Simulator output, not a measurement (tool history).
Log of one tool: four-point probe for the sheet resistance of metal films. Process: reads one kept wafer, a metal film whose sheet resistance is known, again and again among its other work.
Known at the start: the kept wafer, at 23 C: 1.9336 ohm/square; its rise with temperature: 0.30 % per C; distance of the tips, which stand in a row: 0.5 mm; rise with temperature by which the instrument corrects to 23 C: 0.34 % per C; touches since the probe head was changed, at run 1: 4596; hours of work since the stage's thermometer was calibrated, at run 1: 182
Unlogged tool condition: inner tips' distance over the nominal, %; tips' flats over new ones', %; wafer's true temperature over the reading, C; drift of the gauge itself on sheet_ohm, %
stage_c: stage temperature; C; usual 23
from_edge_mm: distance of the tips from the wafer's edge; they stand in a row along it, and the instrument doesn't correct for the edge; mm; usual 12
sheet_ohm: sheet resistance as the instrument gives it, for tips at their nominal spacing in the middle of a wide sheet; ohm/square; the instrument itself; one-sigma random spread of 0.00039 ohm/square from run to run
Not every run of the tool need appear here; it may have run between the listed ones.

run	hour	stage_c	from_edge_mm	touches since the probe head was changed	hours of work since the stage's thermometer was calibrated	sheet_ohm
1	0	23	12	4596	182	1.93603
2	40.6	23	12	5320	211	1.935195
3	76.1	23	12	5952	236	1.935479
4	125.6	23	12	6833	270	1.935635
5	178.7	31	12	7779	308	1.929378
6	233.6	31	12	8757	347	1.929247
7	284.1	31	12	9657	382	1.929428
8	306.2	31	12	10050	398	1.929285
9	333.7	31	12	10540	417	1.92972
10	378	31	12	11330	448	1.929728
11	416.4	31	12	12014	475	1.929959
12	438.9	30	4	12414	491	1.944273
13	492.5	18	4	13369	529	1.953734
14	543.8	22	12	14284	565	1.936402
15	571.3	25	73	14774	585	1.931767
16	609.1	19	8	15447	611	1.940676
17	663.3	30	4	16412	649	1.944384
18	701.1	30	4	17085	676	1.944133
19	750.7	20	7	17970	711	1.941189
20	797.7	20	7	18806	744	1.941238

Run 21 is up next; what results do you expect?
21	829.8	33	3	19379	767	?

{"run 21": {"sheet_ohm": 1.955084}}
With no hidden state in the tool, this same run would have given sheet_ohm 1.955069 ohm/square.
